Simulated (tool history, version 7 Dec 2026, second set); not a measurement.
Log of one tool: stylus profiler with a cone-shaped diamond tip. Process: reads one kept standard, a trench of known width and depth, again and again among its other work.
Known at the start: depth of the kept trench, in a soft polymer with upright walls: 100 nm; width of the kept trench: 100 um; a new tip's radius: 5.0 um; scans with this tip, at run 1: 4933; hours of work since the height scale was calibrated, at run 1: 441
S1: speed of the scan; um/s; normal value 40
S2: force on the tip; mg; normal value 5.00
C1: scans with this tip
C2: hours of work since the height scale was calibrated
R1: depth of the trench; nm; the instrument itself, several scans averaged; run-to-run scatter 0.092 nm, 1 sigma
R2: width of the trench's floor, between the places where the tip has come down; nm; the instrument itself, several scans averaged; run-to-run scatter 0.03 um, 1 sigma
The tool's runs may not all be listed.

Run 1, day 0.000: usual settings; C1 4933; C2 441. Result: R1 101.68 nm, R2 97920 nm.
Run 2, day 1.754: usual settings; C1 5215; C2 466. Result: R1 101.72 nm, R2 97970 nm.
Run 3, day 4.154: usual settings; C1 5601; C2 500. Result: R1 101.62 nm, R2 97960 nm.
Run 4, day 6.483: usual settings but S2 3.56 mg; C1 5975; C2 534. Result: R1 101.53 nm, R2 97960 nm.
Run 5, day 8.475: usual settings but S2 3.56 mg; C1 6295; C2 562. Result: R1 101.40 nm, R2 97950 nm.
Run 6, day 10.638: usual settings but S2 3.56 mg; C1 6642; C2 593. Result: R1 101.40 nm, R2 97900 nm.
Run 7, day 14.208: usual settings but S1 60 um/s; C1 7216; C2 644. Result: R1 101.72 nm, R2 97910 nm.
Run 8, day 16.362: usual settings but S1 60 um/s; C1 7563; C2 675. Result: R1 101.78 nm, R2 97940 nm.
Run 9, day 18.758: usual settings but S1 60 um/s; C1 7948; C2 710. Result: R1 101.66 nm, R2 97970 nm.
Run 10, day 21.804: usual settings but S1 60 um/s; C1 8437; C2 753. Result: R1 101.73 nm, R2 97910 nm.
Run 11, day 25.029: usual settings but S2 10.02 mg; C1 8956; C2 800. Result: R1 102.81 nm, R2 97970 nm.
Run 12, day 27.383: usual settings but S1 44 um/s, S2 6.11 mg; C1 9335; C2 834. Result: R1 102.16 nm, R2 97910 nm.
Run 13, day 30.158: usual settings but S1 44 um/s, S2 6.11 mg; C1 9781; C2 873. Result: R1 102.19 nm, R2 97950 nm.
Run 14, day 33.362: usual settings but S1 82 um/s, S2 3.93 mg; C1 10295; C2 919. Result: R1 101.57 nm, R2 97850 nm.
Run 15, day 34.888: usual settings but S1 82 um/s, S2 3.93 mg; C1 10541; C2 941. Result: R1 101.51 nm, R2 97850 nm.
Run 16, day 38.192: usual settings but S1 82 um/s, S2 3.74 mg; C1 11072; C2 989. Result: R1 101.49 nm, R2 97910 nm.
Run 17, day 41.504: usual settings but S1 82 um/s, S2 3.74 mg; C1 11604; C2 1036. Result: R1 101.49 nm, R2 97860 nm.
Run 18, day 43.379: usual settings but S1 82 um/s, S2 3.74 mg; C1 11905; C2 1063. Result: R1 101.55 nm, R2 97870 nm.
Run 19, day 45.392: usual settings but S1 72 um/s; C1 12229; C2 1092. Result: R1 101.76 nm, R2 97880 nm.
Run 20, day 47.033: usual settings but S1 30 um/s, S2 1.72 mg; C1 12493; C2 1116. Result: R1 100.76 nm, R2 97970 nm.
Run 21, day 50.304: usual settings but S1 30 um/s, S2 1.72 mg; C1 13019; C2 1163. Result: R1 100.88 nm, R2 97940 nm.

Consider 3 possible next runs. They are alternatives, not a sequence: every one starts from the tool as it was left by run 21. What does each give?
Run A, day 51.942: usual settings but S2 5.59 mg; C1 13282; C2 1186. Result: R1 ?, R2 ?.
Run B, day 51.942: usual settings but S1 31 um/s, S2 6.84 mg; C1 13282; C2 1186. Result: R1 ?, R2 ?.
Run C, day 51.942: usual settings but S1 30 um/s, S2 9.94 mg; C1 13282; C2 1186. Result: R1 ?, R2 ?.

run      R1     R2
  A  101.82  97950
  B  102.17  98000
  C  102.83  98020
Without the tool's hidden state the same runs would have given:
run      R1     R2
  A  101.81  97960
  B  102.16  98010
  C  102.82  98030
